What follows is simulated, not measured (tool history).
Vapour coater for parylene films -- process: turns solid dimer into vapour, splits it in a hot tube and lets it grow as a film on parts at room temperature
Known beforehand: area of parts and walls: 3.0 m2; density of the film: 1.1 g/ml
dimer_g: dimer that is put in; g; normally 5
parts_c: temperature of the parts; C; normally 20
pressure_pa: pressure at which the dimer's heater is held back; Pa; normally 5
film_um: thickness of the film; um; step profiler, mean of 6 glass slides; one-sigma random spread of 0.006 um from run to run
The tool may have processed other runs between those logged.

run,hour,dimer_g,parts_c,pressure_pa,film_um
1,0,5,20,5,1.054
2,26.7,5,20,5,1.045
3,79.8,5,23,5,0.932
4,124.7,5,23,5,0.92
5,148.5,5,23,5,0.918
6,189.7,5,20,5,1.008
7,221.2,5,20,5,0.998
8,263.3,5,20,5,1.004
9,287.4,5,20,5,1.002
10,327.4,3,20,5,0.596
11,373.1,6,18,5.37,1.262
12,401.5,6,18,5.37,1.265
13,446.8,7,29,6.2,0.995
# hour 477: trap's valve overhauled
14,480.6,5,28,4.25,0.815
15,529.8,5,28,4.25,0.811
16,563.9,5,28,4.25,0.811
17,594.3,6,20,5,1.251
18,625.4,6,20,5,1.243
19,647.7,5,20,2.23,1.133

Predict each of these 3 candidate next runs independently; none follows another, all start after run 19:
A,679,4,20,2.23,?
B,679,2,20,5,?
C,679,5,14,6.82,?

run,film_um
A,0.906
B,0.402
C,1.224
Stripped of hidden state, with their random variation kept, the same runs would have yielded:
run,film_um
A,0.914
B,0.405
C,1.235

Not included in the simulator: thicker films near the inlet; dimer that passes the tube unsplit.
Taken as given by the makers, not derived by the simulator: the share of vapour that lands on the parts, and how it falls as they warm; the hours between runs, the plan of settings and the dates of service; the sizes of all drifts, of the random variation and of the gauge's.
